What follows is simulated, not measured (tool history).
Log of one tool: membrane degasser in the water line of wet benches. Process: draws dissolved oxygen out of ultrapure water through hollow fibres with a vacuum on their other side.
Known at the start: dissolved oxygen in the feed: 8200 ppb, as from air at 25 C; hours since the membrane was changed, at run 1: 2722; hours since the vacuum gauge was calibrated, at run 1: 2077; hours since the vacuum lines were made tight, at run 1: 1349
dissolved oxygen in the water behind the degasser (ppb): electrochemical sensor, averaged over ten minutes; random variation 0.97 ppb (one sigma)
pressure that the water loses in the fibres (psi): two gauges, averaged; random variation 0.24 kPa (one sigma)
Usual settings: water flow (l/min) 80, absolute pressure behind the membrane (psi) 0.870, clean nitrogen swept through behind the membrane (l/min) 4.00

run,day,water flow (l/min),absolute pressure behind the membrane (psi),clean nitrogen swept through behind the membrane (l/min),hours since the membrane was changed,hours since the vacuum gauge was calibrated,hours since the vacuum lines were made tight,dissolved oxygen in the water behind the degasser (ppb),pressure that the water loses in the fibres (psi)
1,0.000,80,0.870,4.00,2722,2077,1349,127.5,9.097
2,4.138,80,0.870,2.44,2821,2176,1449,192.9,9.139
3,10.646,80,0.870,2.44,2977,2333,1605,193.2,9.181
4,16.704,80,0.870,4.00,3123,2478,1750,127.5,9.182
5,22.900,80,0.870,4.00,3272,2627,1899,128.2,9.223
6,28.571,54,0.870,4.00,3408,2763,2035,90.0,6.213
7,31.283,54,0.870,4.00,3473,2828,2100,89.2,6.129
8,34.425,80,0.526,4.00,3548,2903,2176,24.8,9.188
9,38.662,80,0.870,5.19,3650,3005,2277,103.8,9.172
10,44.854,117,0.870,4.00,3798,3153,2426,185.3,13.455
11,49.912,117,0.870,4.00,3920,3275,2547,188.7,13.519
12,54.133,117,0.870,4.00,4021,3376,2649,186.0,13.459
13,59.846,97,0.870,4.00,4158,3513,2786,155.3,11.169
14,65.112,97,0.870,9.00,4285,3640,2912,76.7,11.152
15,68.458,97,0.870,9.00,4365,3720,2992,78.8,11.198
16,71.629,97,0.870,9.00,4441,3796,3069,78.5,11.185
17,75.142,80,0.888,2.97,4525,3880,3153,175.3,9.256
18,78.446,80,0.888,2.97,4605,3960,3232,175.1,9.166
19,85.042,72,1.662,3.48,4763,4118,3390,370.0,8.286
20,88.288,82,0.870,11.82,4841,4196,3468,51.6,9.448
21,94.208,77,0.870,11.82,4983,4338,3610,48.5,8.872
22,98.575,77,0.870,11.82,5088,4443,3715,48.5,8.968
23,101.788,104,1.814,5.41,5165,4520,3792,401.2,12.137
24,106.454,104,1.814,5.41,5277,4632,3904,397.0,12.089
25,111.925,104,1.814,5.41,5408,4763,4036,391.1,12.035
26,117.692,104,1.814,5.41,5547,4902,4174,393.5,12.098
27,122.908,106,1.056,4.37,5672,5027,4299,225.9,12.317
28,125.838,106,1.157,8.33,5742,5097,4370,151.4,12.422
29,132.004,85,1.698,6.77,5890,5245,4517,246.7,9.870
# day 133.200: vacuum gauge calibrated
30,136.396,126,2.009,7.77,5995,77,4622,392.9,14.697
31,139.383,58,0.921,2.11,6067,148,4694,185.7,6.746

Hidden state or all else? Some run-to-run changes of dissolved oxygen in the water behind the degasser (ppb), split into what the settings, what came in and random variation would give without the hidden state, and what is left for the hidden state (with any gauge scatter that isn't in both results):
The hidden state here: membrane still open, %; true pressure behind the membrane over the reading, kPa; air that leaks in behind the membrane, l/min; drift of the gauge itself on oxygen_ppb, %; drift of the gauge itself on loss_of_pressure_kpa, %.
Run 9 -> 10: water flow (l/min) 80 -> 117, clean nitrogen swept through behind the membrane (l/min) 5.19 -> 4.00. dissolved oxygen in the water behind the degasser (ppb) +81.5: hidden state +3.0, all else +78.5.
Run 16 -> 17: water flow (l/min) 97 -> 80, absolute pressure behind the membrane (psi) 0.870 -> 0.888, clean nitrogen swept through behind the membrane (l/min) 9.00 -> 2.97. dissolved oxygen in the water behind the degasser (ppb) +96.8: hidden state +2.6, all else +94.2.
Run 19 -> 20: water flow (l/min) 72 -> 82, absolute pressure behind the membrane (psi) 1.662 -> 0.870, clean nitrogen swept through behind the membrane (l/min) 3.48 -> 11.82. dissolved oxygen in the water behind the degasser (ppb) -318.4: hidden state -2.5, all else -315.9.
Run 22 -> 23: water flow (l/min) 77 -> 104, absolute pressure behind the membrane (psi) 0.870 -> 1.814, clean nitrogen swept through behind the membrane (l/min) 11.82 -> 5.41. dissolved oxygen in the water behind the degasser (ppb) +352.7: hidden state +3.8, all else +348.9.
Run 30 -> 31: water flow (l/min) 126 -> 58, absolute pressure behind the membrane (psi) 2.009 -> 0.921, clean nitrogen swept through behind the membrane (l/min) 7.77 -> 2.11. dissolved oxygen in the water behind the degasser (ppb) -207.2: hidden state -1.8, all else -205.4.
